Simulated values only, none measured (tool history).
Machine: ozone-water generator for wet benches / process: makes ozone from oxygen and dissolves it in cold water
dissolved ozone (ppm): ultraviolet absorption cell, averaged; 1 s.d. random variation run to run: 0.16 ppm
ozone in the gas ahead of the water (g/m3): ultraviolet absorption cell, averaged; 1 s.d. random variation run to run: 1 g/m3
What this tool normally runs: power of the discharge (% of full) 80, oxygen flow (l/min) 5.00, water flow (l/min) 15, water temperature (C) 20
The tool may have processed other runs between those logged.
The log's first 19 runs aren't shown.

| run | hour | power of the discharge (% of full) | oxygen flow (l/min) | water flow (l/min) | water temperature (C) | dissolved ozone (ppm) | ozone in the gas ahead of the water (g/m3) |
|---|---|---|---|---|---|---|---|
| 20 | 670.1 | 47 | 3.79 | 11 | 27 | 15.0 | 141.8 |
| 21 | 697.1 | 89 | 5.00 | 18 | 18 | 19.4 | 195.9 |
| 22 | 728.0 | 94 | 3.65 | 11 | 14 | 30.8 | 240.1 |
| 23 | 758.0 | 80 | 5.00 | 10 | 20 | 25.4 | 179.8 |
| 24 | 784.3 | 80 | 5.00 | 10 | 20 | 25.4 | 178.7 |
| 25 | 812.4 | 76 | 5.00 | 21 | 17 | 15.6 | 171.1 |
| 26 | 851.1 | 76 | 5.00 | 21 | 17 | 15.4 | 174.0 |
| 27 | 895.7 | 76 | 5.80 | 21 | 16 | 15.9 | 159.0 |
| 28 | 932.2 | 76 | 5.80 | 21 | 16 | 15.6 | 159.3 |
| 29 | 958.1 | 76 | 5.80 | 11 | 13 | 25.9 | 157.8 |
| 30 | 994.4 | 80 | 4.04 | 15 | 20 | 19.8 | 199.9 |
| 31 | 1032.2 | 80 | 3.93 | 15 | 25 | 18.4 | 203.4 |
| 32 | 1069.0 | 80 | 3.93 | 15 | 25 | 18.4 | 200.9 |

Here are 4 independent what-if runs from the current tool condition. What would each one return?
| A | 1113.4 | 80 | 5.14 | 17 | 12 | ? | ? |
| B | 1113.4 | 80 | 3.33 | 15 | 25 | ? | ? |
| C | 1113.4 | 80 | 3.93 | 15 | 18 | ? | ? |
| D | 1113.4 | 80 | 3.93 | 15 | 13 | ? | ? |

| run | dissolved ozone (ppm) | ozone in the gas ahead of the water (g/m3) |
|---|---|---|
| A | 20.5 | 174.2 |
| B | 18.1 | 218.1 |
| C | 20.4 | 200.2 |
| D | 21.7 | 201.0 |
Had the tool no hidden state, the same runs would have come out as:
| run | dissolved ozone (ppm) | ozone in the gas ahead of the water (g/m3) |
|---|---|---|
| A | 20.5 | 179.5 |
| B | 18.1 | 224.8 |
| C | 20.5 | 206.2 |
| D | 21.8 | 207.1 |
